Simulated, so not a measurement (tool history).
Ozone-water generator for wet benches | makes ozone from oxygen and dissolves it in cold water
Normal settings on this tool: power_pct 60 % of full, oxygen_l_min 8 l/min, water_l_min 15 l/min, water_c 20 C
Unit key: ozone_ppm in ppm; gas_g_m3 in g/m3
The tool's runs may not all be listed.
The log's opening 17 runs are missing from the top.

| run | day | power_pct | oxygen_l_min | water_l_min | water_c | hours of work since the electrodes were changed | hours of work since the contactor was cleaned | hours of work since the thermometer was calibrated | ozone_ppm | gas_g_m3 |
|---|---|---|---|---|---|---|---|---|---|---|
| 18 | 15.717 | 45 | 8 | 10 | 15 | 407 | 2468 | 2779 | 33.2 | 190.8 |
| 19 | 16.567 | 45 | 8 | 10 | 15 | 425 | 2486 | 2797 | 33.6 | 189.4 |
| 20 | 17.662 | 45 | 8 | 10 | 25 | 447 | 2509 | 2820 | 25.8 | 189.5 |
| 21 | 18.771 | 70 | 8 | 17 | 20 | 471 | 2532 | 2843 | 29.4 | 271.6 |
| 22 | 19.596 | 69 | 8 | 15 | 18 | 488 | 2549 | 2860 | 32.9 | 264 |
| 23 | 20.467 | 74 | 6.62 | 15 | 18 | 506 | 2567 | 2879 | 34.9 | 307.9 |
| 24 | 21.342 | 66 | 4.74 | 20 | 19 | 524 | 2585 | 2897 | 24 | 322.5 |
| 25 | 22.079 | 60 | 9.39 | 23 | 20 | 540 | 2601 | 2912 | 20.4 | 222.5 |
| 26 | 23.404 | 60 | 9.39 | 23 | 20 | 567 | 2629 | 2940 | 20.1 | 222.3 |
| 27 | 24.3 | 42 | 9.39 | 23 | 20 | 586 | 2647 | 2959 | 15.4 | 168.1 |
| 28 | 25.262 | 50 | 13.08 | 23 | 16 | 606 | 2667 | 2979 | 18.5 | 168.6 |
| 29 | 26.371 | 73 | 13.08 | 18 | 19 | 629 | 2691 | 3002 | 28.2 | 222.4 |
| 30 | 27.25 | 60 | 10.62 | 10 | 19 | 648 | 2709 | 3020 | 35.6 | 210 |
| 31 | 28.15 | 80 | 12.89 | 10 | 15 | 667 | 2728 | 3039 | 47.5 | 242.4 |
| 32 | 29.208 | 69 | 12.89 | 10 | 15 | 689 | 2750 | 3061 | 41.6 | 216.4 |
| 33 | 30.071 | 65 | 8 | 19 | 20 | 707 | 2768 | 3079 | 25.2 | 254.1 |

4 options for the next run, each taken on its own from the tool as it stands now. Forecast them:
| A | 31.412 | 49 | 8 | 20 | 27 | 735 | 2796 | 3107 | ? | ? |
| B | 31.412 | 46 | 8 | 23 | 27 | 735 | 2796 | 3107 | ? | ? |
| C | 31.412 | 45 | 12.78 | 19 | 20 | 735 | 2796 | 3107 | ? | ? |
| D | 31.412 | 48 | 8 | 11 | 17 | 735 | 2796 | 3107 | ? | ? |

| run | ozone_ppm | gas_g_m3 |
|---|---|---|
| A | 16.6 | 202.6 |
| B | 14.5 | 193.1 |
| C | 18.3 | 156.2 |
| D | 31.4 | 200.6 |
With the hidden condition removed and each run's random variation left untouched, the same runs would have given:
| run | ozone_ppm | gas_g_m3 |
|---|---|---|
| A | 17.8 | 205.5 |
| B | 15.5 | 195.7 |
| C | 19.6 | 158.2 |
| D | 33.3 | 203.4 |
